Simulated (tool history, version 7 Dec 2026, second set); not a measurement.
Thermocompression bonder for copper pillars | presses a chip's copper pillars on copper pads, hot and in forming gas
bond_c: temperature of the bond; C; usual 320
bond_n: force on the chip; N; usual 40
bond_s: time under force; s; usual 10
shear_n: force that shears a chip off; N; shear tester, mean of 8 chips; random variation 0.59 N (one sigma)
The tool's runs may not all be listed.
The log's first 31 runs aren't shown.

Run 32, hour 2069.2: usual settings but bond_c 294 C, bond_n 45 N, bond_s 18 s. Result: shear_n 26.1 N.
Run 33, hour 2155.8: usual settings but bond_c 306 C, bond_s 15 s. Result: shear_n 25.3 N.
Run 34, hour 2214.6: usual settings but bond_c 305 C, bond_n 33 N, bond_s 6 s. Result: shear_n 14.8 N.
Run 35, hour 2263.5: usual settings but bond_c 316 C, bond_n 41 N, bond_s 17 s. Result: shear_n 30.6 N.
At hour 2343.6: forming gas filter changed.
Run 36, hour 2345.5: usual settings but bond_c 341 C, bond_n 27 N, bond_s 8 s. Result: shear_n 24.8 N.
Run 37, hour 2409.8: usual settings but bond_c 341 C, bond_n 27 N, bond_s 8 s. Result: shear_n 24.8 N.
Run 38, hour 2472.1: usual settings but bond_c 341 C, bond_n 27 N, bond_s 8 s. Result: shear_n 23.9 N.
Run 39, hour 2529.9: usual settings but bond_c 315 C, bond_n 27 N, bond_s 8 s. Result: shear_n 17.5 N.

Forecast each of these 4 alternatives for the next run:
Run A, hour 2614.3: usual settings but bond_c 307 C, bond_s 6 s. Result: shear_n ?.
Run B, hour 2614.3: usual settings but bond_c 315 C, bond_n 34 N, bond_s 6 s. Result: shear_n ?.
Run C, hour 2614.3: usual settings but bond_s 8 s. Result: shear_n ?.
Run D, hour 2614.3: usual settings but bond_c 299 C. Result: shear_n ?.

run  shear_n
  A     17.6
  B     16.8
  C     22.9
  D     19.5
Without the tool's hidden state the same runs would have given:
run  shear_n
  A       22
  B       21
  C     28.2
  D     24.3
